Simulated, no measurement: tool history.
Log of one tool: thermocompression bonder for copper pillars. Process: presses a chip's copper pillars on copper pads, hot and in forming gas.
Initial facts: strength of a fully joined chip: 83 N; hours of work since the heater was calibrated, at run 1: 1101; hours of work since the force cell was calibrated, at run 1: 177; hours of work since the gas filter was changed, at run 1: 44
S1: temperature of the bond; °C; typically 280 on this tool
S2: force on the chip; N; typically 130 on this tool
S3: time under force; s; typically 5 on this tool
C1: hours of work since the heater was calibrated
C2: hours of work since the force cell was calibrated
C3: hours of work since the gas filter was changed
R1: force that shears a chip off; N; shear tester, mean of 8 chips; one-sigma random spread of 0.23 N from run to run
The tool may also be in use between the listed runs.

{"run": 1, "hour": 0.0, "S1": 280, "S2": 130, "S3": 5, "C1": 1101, "C2": 177, "C3": 44, "R1": 62.7}
{"hour": 3.6, "done": "heater calibrated with a thermocouple chip"}
{"run": 2, "hour": 9.3, "S1": 280, "S2": 130, "S3": 5, "C1": 4, "C2": 182, "C3": 50, "R1": 56.6}
{"run": 3, "hour": 14.0, "S1": 280, "S2": 130, "S3": 5, "C1": 7, "C2": 186, "C3": 53, "R1": 56.6}
{"run": 4, "hour": 23.2, "S1": 280, "S2": 130, "S3": 3, "C1": 14, "C2": 192, "C3": 59, "R1": 48.8}
{"run": 5, "hour": 30.2, "S1": 280, "S2": 130, "S3": 3, "C1": 19, "C2": 197, "C3": 64, "R1": 48.6}
{"run": 6, "hour": 34.5, "S1": 280, "S2": 130, "S3": 3, "C1": 22, "C2": 200, "C3": 67, "R1": 48.7}
{"run": 7, "hour": 44.0, "S1": 280, "S2": 130, "S3": 13, "C1": 29, "C2": 207, "C3": 74, "R1": 68.6}
{"run": 8, "hour": 49.4, "S1": 280, "S2": 130, "S3": 13, "C1": 32, "C2": 211, "C3": 78, "R1": 69.0}
{"run": 9, "hour": 53.9, "S1": 280, "S2": 130, "S3": 13, "C1": 36, "C2": 214, "C3": 81, "R1": 68.7}
{"run": 10, "hour": 59.1, "S1": 280, "S2": 130, "S3": 13, "C1": 39, "C2": 217, "C3": 85, "R1": 68.4}
{"run": 11, "hour": 65.0, "S1": 280, "S2": 130, "S3": 13, "C1": 43, "C2": 222, "C3": 89, "R1": 68.2}
{"run": 12, "hour": 72.6, "S1": 280, "S2": 130, "S3": 5, "C1": 49, "C2": 227, "C3": 94, "R1": 55.5}
{"run": 13, "hour": 81.9, "S1": 280, "S2": 130, "S3": 5, "C1": 55, "C2": 234, "C3": 101, "R1": 55.7}
{"run": 14, "hour": 91.3, "S1": 285, "S2": 130, "S3": 5, "C1": 62, "C2": 240, "C3": 108, "R1": 58.1}
{"run": 15, "hour": 99.1, "S1": 285, "S2": 130, "S3": 5, "C1": 68, "C2": 246, "C3": 113, "R1": 58.0}
{"run": 16, "hour": 103.6, "S1": 285, "S2": 130, "S3": 5, "C1": 71, "C2": 249, "C3": 116, "R1": 57.5}
{"run": 17, "hour": 110.8, "S1": 285, "S2": 130, "S3": 5, "C1": 76, "C2": 254, "C3": 121, "R1": 58.1}
{"run": 18, "hour": 116.2, "S1": 285, "S2": 130, "S3": 5, "C1": 80, "C2": 258, "C3": 125, "R1": 57.4}
{"run": 19, "hour": 125.8, "S1": 285, "S2": 130, "S3": 5, "C1": 86, "C2": 265, "C3": 132, "R1": 57.3}
{"run": 20, "hour": 134.1, "S1": 285, "S2": 130, "S3": 5, "C1": 92, "C2": 271, "C3": 138, "R1": 57.4}
{"run": 21, "hour": 140.8, "S1": 272, "S2": 135, "S3": 3, "C1": 97, "C2": 275, "C3": 143, "R1": 44.8}
{"run": 22, "hour": 150.2, "S1": 250, "S2": 124, "S3": 4, "C1": 104, "C2": 282, "C3": 149, "R1": 36.4}
{"run": 23, "hour": 159.7, "S1": 255, "S2": 100, "S3": 8, "C1": 110, "C2": 289, "C3": 156, "R1": 43.1}
{"run": 24, "hour": 169.4, "S1": 255, "S2": 100, "S3": 8, "C1": 117, "C2": 295, "C3": 163, "R1": 43.2}
{"run": 25, "hour": 177.3, "S1": 255, "S2": 100, "S3": 8, "C1": 123, "C2": 301, "C3": 168, "R1": 42.9}
{"run": 26, "hour": 181.6, "S1": 255, "S2": 100, "S3": 8, "C1": 126, "C2": 304, "C3": 171, "R1": 43.2}
{"run": 27, "hour": 186.7, "S1": 255, "S2": 100, "S3": 8, "C1": 130, "C2": 308, "C3": 175, "R1": 43.0}
{"run": 28, "hour": 192.5, "S1": 280, "S2": 130, "S3": 7, "C1": 134, "C2": 312, "C3": 179, "R1": 58.5}
{"run": 29, "hour": 197.4, "S1": 260, "S2": 148, "S3": 12, "C1": 137, "C2": 315, "C3": 183, "R1": 60.2}
{"run": 30, "hour": 203.3, "S1": 250, "S2": 130, "S3": 14, "C1": 141, "C2": 319, "C3": 187, "R1": 54.3}
{"hour": 213.2, "done": "forming gas filter changed"}
{"run": 31, "hour": 214.0, "S1": 275, "S2": 122, "S3": 12, "C1": 149, "C2": 327, "C3": 1, "R1": 67.3}
{"run": 32, "hour": 220.9, "S1": 280, "S2": 79, "S3": 5, "C1": 153, "C2": 332, "C3": 5, "R1": 45.8}
{"run": 33, "hour": 229.9, "S1": 297, "S2": 79, "S3": 5, "C1": 160, "C2": 338, "C3": 12, "R1": 53.5}
{"run": 34, "hour": 238.6, "S1": 298, "S2": 180, "S3": 3, "C1": 166, "C2": 344, "C3": 18, "R1": 66.5}
{"run": 35, "hour": 243.3, "S1": 272, "S2": 180, "S3": 10, "C1": 169, "C2": 347, "C3": 21, "R1": 71.1}
{"run": 36, "hour": 253.0, "S1": 272, "S2": 180, "S3": 10, "C1": 176, "C2": 354, "C3": 28, "R1": 71.4}
{"run": 37, "hour": 258.7, "S1": 272, "S2": 180, "S3": 10, "C1": 180, "C2": 358, "C3": 32, "R1": 70.9}
{"run": 38, "hour": 265.1, "S1": 272, "S2": 171, "S3": 11, "C1": 185, "C2": 363, "C3": 37, "R1": 71.1}
{"run": 39, "hour": 275.1, "S1": 290, "S2": 144, "S3": 5, "C1": 192, "C2": 370, "C3": 44, "R1": 64.3}

What differs in the tool's unlogged condition from the final listed run ahead of each entry between runs to the first listed run following it?
Between runs 1 and 2: heater calibrated with a thermocouple chip (hour 3.6)
  true temperature of the bond over the reading, C: 13.2 -> 0.1; oxide that the forming gas leaves, % of the face: 2.25 -> 2.44
  measured minus no-state result, R1: +4.8 -> -1.3 N
Between runs 30 and 31: forming gas filter changed (hour 213.2)
  true temperature of the bond over the reading, C: 1.7 -> 1.8; oxide that the forming gas leaves, % of the face: 7.85 -> 0.53
  measured minus no-state result, R1: -3.7 -> +0.5 N
